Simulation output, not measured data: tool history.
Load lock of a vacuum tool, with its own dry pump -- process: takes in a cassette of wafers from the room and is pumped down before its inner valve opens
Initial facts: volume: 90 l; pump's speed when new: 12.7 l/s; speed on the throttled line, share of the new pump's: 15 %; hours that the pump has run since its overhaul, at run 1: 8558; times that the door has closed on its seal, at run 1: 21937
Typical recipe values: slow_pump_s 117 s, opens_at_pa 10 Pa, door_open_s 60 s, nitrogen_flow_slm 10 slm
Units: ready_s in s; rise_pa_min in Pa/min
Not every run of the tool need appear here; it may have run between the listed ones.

run    hour  slow_pump_s  opens_at_pa  door_open_s  nitrogen_flow_slm  hours that the pump has run since its overhaul  times that the door has closed on its seal  incoming humidity of the room's air, %  ready_s  rise_pa_min
  1     0.0          117           10           60                 10                                            8558                                       21937                                    46.7    168.8        0.238
  2   330.0          117           10           60                 10                                            8888                                       23488                                    47.6    170.5        0.264
  3   597.4           81           10           60                 10                                            9155                                       24745                                    48.5    139.6        0.280
  4   754.7          168           10           60                 10                                            9313                                       25485                                    42.3    215.3        0.283
  5   937.8          117           10           60                 10                                            9496                                       26345                                    45.8    171.5        0.303
  6  1281.5          117           10           60                 10                                            9839                                       27961                                    43.8    173.4        0.316
  7  1489.5          117           10           60                 10                                           10047                                       28939                                    47.4    171.8        0.342
  8  1742.0          117           10           60                 10                                           10300                                       30125                                    46.6    171.7        0.355
  9  2085.9           82           10           60                 10                                           10644                                       31742                                    44.7    142.9        0.371
 10  2378.8           82           10          125                 10                                           10937                                       33119                                    48.5    142.7        0.427
 11  2728.0           82           10          125                 10                                           11286                                       34761                                    42.2    143.7        0.437
 12  2944.8           82           10          125                 10                                           11503                                       35780                                    43.9    142.9        0.454
 13  3204.9           82           10          125                 10                                           11763                                       37003                                    46.8    143.3        0.478
 14  3353.0           82           10          125                 10                                           11911                                       37699                                    45.6    144.1        0.483
 15  3663.6           82           10           30                 10                                           12221                                       39159                                    44.4    143.9        0.478
 16  4012.8          117           10           60                 10                                           12571                                       40800                                    44.3    172.7        0.510
 17  4365.4          117           10           60                 10                                           12923                                       42458                                    44.9    174.4        0.549
 18  4713.6          117           10           46                 10                                           13271                                       44094                                    41.1    173.2        0.575
 19  4990.7           96           10           96                 19                                           13549                                       45397                                    44.8    155.8        0.612
 20  5172.0          124           10           60                 30                                           13730                                       46249                                    47.4    178.5        0.607
 21  5334.7          233            8           30                 41                                           13893                                       47014                                    42.7    271.3        0.609
 22  5596.2          162           18          141                 35                                           14154                                       48243                                    45.1    205.0        0.669
     5836.5  -- door's seal changed, seat wiped
 23  5931.3          162           18          141                 35                                           14488                                         446                                    43.0    205.4        0.042
 24  6251.8           72           18          141                 35                                           14808                                        1953                                    45.2    131.2        0.050
 25  6509.6           65           15           42                 10                                           15066                                        3165                                    47.4    128.1        0.047

Forecast run 26:
 26  6794.7           65           15           42                 10                                           15351                                        4505                                    45.3        ?            ?

ready_s: 129.6 s
rise_pa_min: 0.052 Pa/min
Minus the tool's unlogged condition, the same run would have read ready_s 119.3 s, rise_pa_min 0.031 Pa/min.

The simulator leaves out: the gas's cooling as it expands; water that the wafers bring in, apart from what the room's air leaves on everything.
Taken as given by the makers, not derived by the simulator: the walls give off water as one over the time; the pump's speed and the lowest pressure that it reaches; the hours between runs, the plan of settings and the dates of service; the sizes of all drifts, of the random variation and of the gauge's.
